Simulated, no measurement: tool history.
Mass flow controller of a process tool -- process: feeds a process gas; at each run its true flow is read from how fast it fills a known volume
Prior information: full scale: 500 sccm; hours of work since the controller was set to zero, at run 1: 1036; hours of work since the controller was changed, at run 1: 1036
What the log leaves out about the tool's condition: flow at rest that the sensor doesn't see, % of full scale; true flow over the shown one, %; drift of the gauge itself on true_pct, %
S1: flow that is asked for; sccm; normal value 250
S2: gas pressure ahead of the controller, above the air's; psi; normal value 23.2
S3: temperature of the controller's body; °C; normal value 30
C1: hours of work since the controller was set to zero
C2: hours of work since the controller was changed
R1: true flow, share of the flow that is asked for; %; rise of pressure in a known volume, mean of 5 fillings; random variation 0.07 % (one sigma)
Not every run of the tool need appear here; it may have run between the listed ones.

run    hour   S1    S2  S3    C1    C2     R1
  1       0  250  23.2  30  1036  1036  98.67
  2   345.4  115  23.2  30  1296  1296  98.49
  3   648.2  115  23.2  30  1524  1524  98.55
  4  1012.9  115  23.2  30  1798  1798  98.44
  5  1428.9  152  23.2  30  2111  2111  98.33
  6  1927.1  152  23.2  30  2486  2486  98.31
  7  2158.5  250  23.2  21  2660  2660  98.11
  8  2733.7  250  23.2  21  3092  3092  97.98
  9  2990.3  250  23.2  31  3285  3285  98.18
 10  3513.1  250  23.2  30  3678  3678  98.12
 11  3960.7  498  23.2  30  4015  4015  98.36
 12  4377.6  498  23.2  30  4328  4328  98.32
 13  4612.2  498  23.6  27  4505  4505  98.38
 14  5090.8  346  30.9  39  4865  4865  98.63
 15  5519.2  303  23.2  21  5187  5187  97.63
 16  6031.3  156  30.2  33  5572  5572  98.26
 17    6477  326  33.8  30  5907  5907  98.21
 18  6839.2  250  30.3  24  6179  6179  97.75
 19  7266.7  250  30.3  24  6501  6501  97.86
 20  7652.4   87    26  24  6791  6791  98.25
 21  8099.1  442  32.2  32  7127  7127   98.1
     8354.1  -- controller's zero set anew
 22  8514.7  191  29.9  32   121  7439   96.8

A few steps of R1 between consecutive runs. Split each: what settings, incoming material and random variation would produce without the hidden state, and what is left over for the hidden state, along with gauge scatter present in only one of the two compared results (measured, and without hidden state):
Run 14 -> 15: S1 346 -> 303, S2 30.9 -> 23.2, S3 39 -> 21. R1 -1 %: hidden state -0.02, all else -0.98.
Run 19 -> 20: S1 250 -> 87, S2 30.3 -> 26. R1 +0.39 %: hidden state +1.35, all else -0.96.
Run 20 -> 21: S1 87 -> 442, S2 26 -> 32.2, S3 24 -> 32. R1 -0.15 %: hidden state -1.82, all else +1.67.
Run 21 -> 22: S1 442 -> 191, S2 32.2 -> 29.9, controller's zero set anew. R1 -1.3 %: hidden state -0.49, all else -0.81.
